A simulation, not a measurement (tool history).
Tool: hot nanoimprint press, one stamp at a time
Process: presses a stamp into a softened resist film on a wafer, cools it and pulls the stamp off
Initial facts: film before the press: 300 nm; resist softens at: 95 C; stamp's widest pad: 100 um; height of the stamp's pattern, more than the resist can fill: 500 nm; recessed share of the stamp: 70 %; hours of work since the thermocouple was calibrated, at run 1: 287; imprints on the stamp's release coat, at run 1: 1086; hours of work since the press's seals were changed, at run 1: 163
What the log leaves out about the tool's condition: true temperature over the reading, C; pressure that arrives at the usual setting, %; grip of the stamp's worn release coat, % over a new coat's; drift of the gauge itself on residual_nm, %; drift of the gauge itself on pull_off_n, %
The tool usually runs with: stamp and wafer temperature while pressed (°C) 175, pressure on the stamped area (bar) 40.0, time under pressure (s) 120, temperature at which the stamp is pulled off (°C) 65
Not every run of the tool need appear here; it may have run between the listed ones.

run,hour,stamp and wafer temperature while pressed (°C),pressure on the stamped area (bar),time under pressure (s),temperature at which the stamp is pulled off (°C),hours of work since the thermocouple was calibrated,imprints on the stamp's release coat,hours of work since the press's seals were changed,resist left under the stamp's widest pad (Å),greatest force while the stamp is pulled off (N)
1,0.0,175,40.0,120,65,287,1086,163,1183,223
2,24.9,175,40.0,120,65,297,1152,174,1158,217
3,60.8,175,40.0,120,65,312,1246,189,1172,219
# hour 83.9: stamp cleaned and given a new release coat
4,97.3,175,40.0,120,65,325,35,202,1176,216
5,132.7,175,40.0,120,65,340,128,217,1181,205
# hour 181.5: plate thermocouple calibrated
6,184.6,175,40.0,120,65,1,257,237,1177,221
7,231.6,181,40.0,87,65,21,381,257,1091,216
8,280.7,181,39.3,162,65,42,510,278,872,218
9,323.1,181,39.3,162,65,60,622,296,872,212
10,372.7,181,39.3,162,65,81,752,317,871,214
11,425.3,169,41.5,61,60,103,891,339,1752,237

Forecast each of these 4 alternatives for the next run:
A,451.9,169,41.5,61,66,114,961,350,?,?
B,451.9,169,25.9,229,60,114,961,350,?,?
C,451.9,178,26.4,61,60,114,961,350,?,?
D,451.9,170,40.0,93,65,114,961,350,?,?

run,resist left under the stamp's widest pad (Å),greatest force while the stamp is pulled off (N)
A,1745,209
B,1410,242
C,1702,251
D,1521,206
Take away the tool's hidden state, keep each run's random variation, and the runs would have read:
run,resist left under the stamp's widest pad (Å),greatest force while the stamp is pulled off (N)
A,1744,206
B,1408,239
C,1701,248
D,1520,203

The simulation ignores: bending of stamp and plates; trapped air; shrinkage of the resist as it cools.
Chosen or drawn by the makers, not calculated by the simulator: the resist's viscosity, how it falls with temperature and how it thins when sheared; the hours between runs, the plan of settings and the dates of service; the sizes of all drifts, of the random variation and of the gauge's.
